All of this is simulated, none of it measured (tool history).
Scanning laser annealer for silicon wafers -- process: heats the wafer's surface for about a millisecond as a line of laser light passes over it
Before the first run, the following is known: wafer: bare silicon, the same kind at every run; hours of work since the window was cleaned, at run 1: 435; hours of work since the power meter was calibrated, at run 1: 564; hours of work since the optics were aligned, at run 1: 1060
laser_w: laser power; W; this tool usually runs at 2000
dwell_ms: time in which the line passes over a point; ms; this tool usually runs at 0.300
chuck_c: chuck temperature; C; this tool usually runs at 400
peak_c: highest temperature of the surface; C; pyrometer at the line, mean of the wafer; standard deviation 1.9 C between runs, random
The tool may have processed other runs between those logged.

run	hour	laser_w	dwell_ms	chuck_c	hours of work since the window was cleaned	hours of work since the power meter was calibrated	hours of work since the optics were aligned	peak_c
1	0.0	2000	0.300	400	435	564	1060	1185
2	75.6	2000	0.300	400	472	600	1097	1181
3	150.6	1923	0.300	400	508	637	1133	1143
4	222.9	2000	0.256	400	543	672	1168	1108
5	269.2	2000	0.256	400	565	694	1191	1109
6	333.9	2000	0.256	400	597	725	1222	1108
7	391.3	2000	0.300	420	624	753	1250	1195
8	437.4	2000	0.300	420	647	775	1272	1191
9	511.1	1793	0.300	400	682	811	1308	1066
10	578.6	1793	0.300	400	715	844	1340	1066
11	642.4	2000	0.300	400	746	874	1371	1172
12	688.6	2000	0.300	400	768	897	1393	1169
# hour 734.6: window over the wafer cleaned
13	754.7	2000	0.300	400	10	928	1424	1188
14	810.5	2000	0.300	400	37	955	1451	1185
15	874.0	1965	0.300	400	67	985	1482	1166
16	933.4	1965	0.300	407	96	1014	1511	1171
17	971.3	2000	0.300	400	114	1032	1529	1182
18	1031.9	2000	0.300	400	144	1062	1559	1177
19	1069.9	2000	0.300	400	162	1080	1577	1177
# hour 1099.9: optics aligned, line set to its width
20	1137.0	2000	0.221	400	192	1110	18	1073
21	1221.1	2000	0.221	400	233	1151	59	1072
22	1286.0	1750	0.272	401	264	1182	90	1035
23	1324.0	2098	0.302	415	283	1201	108	1267
24	1384.1	2004	0.363	415	312	1230	137	1309
25	1444.2	2004	0.363	415	341	1259	166	1303
26	1487.0	2032	0.291	400	361	1279	187	1198
27	1536.5	2108	0.275	400	385	1303	211	1210
28	1615.8	2108	0.275	398	424	1342	249	1209
29	1681.9	2000	0.263	400	456	1374	281	1128
30	1749.3	2000	0.263	400	488	1406	314	1130
31	1792.5	2000	0.263	400	509	1427	335	1130
32	1877.5	2000	0.263	400	550	1468	376	1128
33	1943.3	2080	0.290	435	582	1500	408	1244
34	2003.7	2080	0.290	435	611	1529	437	1244
35	2066.3	2080	0.290	435	641	1560	467	1244
36	2104.9	2080	0.290	435	660	1578	486	1244
37	2185.9	2080	0.290	435	699	1617	525	1242
38	2264.3	1734	0.237	403	737	1655	563	965
39	2334.2	1877	0.316	400	771	1689	597	1133
# hour 2373.3: window over the wafer cleaned
40	2389.1	2144	0.371	394	8	1715	622	1377
41	2470.5	2144	0.371	394	47	1754	662	1378
42	2520.4	2144	0.371	394	71	1778	686	1379

Hidden state at the last listed run before each entry between runs and at the first one after, where it differs:
After run 12, before run 13: window over the wafer cleaned (hour 734.6)
  light that passes the window, % of a clean one's: 98.08 -> 99.86; laser's true power over the reading, %: -0.51 -> -0.52; width of the line over the set one, %: 4.04 -> 4.12
  what was measured, less what the result would be without the hidden state, peak_c: -49 -> -31 C
After run 19, before run 20: optics aligned, line set to its width (hour 1099.9)
  light that passes the window, % of a clean one's: 99.49 -> 99.42; laser's true power over the reading, %: -0.58 -> -0.59; width of the line over the set one, %: 4.55 -> 0.2
  what was measured, less what the result would be without the hidden state, peak_c: -37 -> -12 C
After run 39, before run 40: window over the wafer cleaned (hour 2373.3)
  light that passes the window, % of a clean one's: 97.98 -> 99.83; laser's true power over the reading, %: -0.81 -> -0.82; width of the line over the set one, %: 1.75 -> 1.83
  what was measured, less what the result would be without the hidden state, peak_c: -38 -> -26 C
